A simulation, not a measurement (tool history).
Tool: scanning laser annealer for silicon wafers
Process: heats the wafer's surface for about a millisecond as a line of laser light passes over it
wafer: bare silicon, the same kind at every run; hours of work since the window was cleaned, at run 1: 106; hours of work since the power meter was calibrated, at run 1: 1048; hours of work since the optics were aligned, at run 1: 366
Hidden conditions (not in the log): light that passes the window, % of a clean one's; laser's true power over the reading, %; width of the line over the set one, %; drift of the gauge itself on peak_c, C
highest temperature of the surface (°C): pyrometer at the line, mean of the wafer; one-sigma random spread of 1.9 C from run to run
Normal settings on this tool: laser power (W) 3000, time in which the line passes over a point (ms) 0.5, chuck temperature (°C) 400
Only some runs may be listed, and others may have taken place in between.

run	hour	laser power (W)	time in which the line passes over a point (ms)	chuck temperature (°C)	hours of work since the window was cleaned	hours of work since the power meter was calibrated	hours of work since the optics were aligned	highest temperature of the surface (°C)
1	0	3000	0.5	400	106	1048	366	1202
2	73	3000	0.5	400	142	1085	403	1199
3	109.5	3000	0.5	400	161	1103	421	1198
4	167.9	3000	0.5	367	190	1133	450	1157
5	236	3000	0.5	367	224	1167	484	1157
6	278.3	3000	0.522	367	245	1188	506	1171
7	333	3000	0.522	367	273	1216	533	1167
8	416.9	3000	0.522	367	315	1258	575	1163
# hour 473.8: window over the wafer cleaned
9	489.9	3000	0.522	367	8	1294	611	1191
10	525.5	3000	0.522	367	26	1311	629	1188
11	560.5	3000	0.522	367	44	1329	646	1188
12	616.1	3000	0.522	367	71	1357	674	1184
13	672.7	3000	0.486	429	100	1385	703	1217
14	716.2	3000	0.486	429	122	1407	725	1215
15	771.7	3000	0.486	429	150	1435	753	1213
16	829.5	2704	0.573	429	179	1464	782	1197
17	885.2	2727	0.374	394	207	1492	810	1029
18	969.8	2727	0.374	394	249	1535	852	1025
19	1045.1	2789	0.523	392	287	1572	890	1136
20	1100.7	2624	0.523	387	315	1600	918	1089
# hour 1157.3: window over the wafer cleaned
21	1170.1	2624	0.532	372	6	1634	952	1101
22	1239.9	2624	0.532	409	41	1669	987	1135
23	1302.3	3000	0.404	387	73	1701	1018	1115

Run 24 has not been measured yet. What should we expect?
24	1376.6	2637	0.449	387	110	1738	1055	?

highest temperature of the surface (°C): 1059
On a tool with no hidden condition, and with the same random variation, this run would have come out at highest temperature of the surface (°C) 1088.
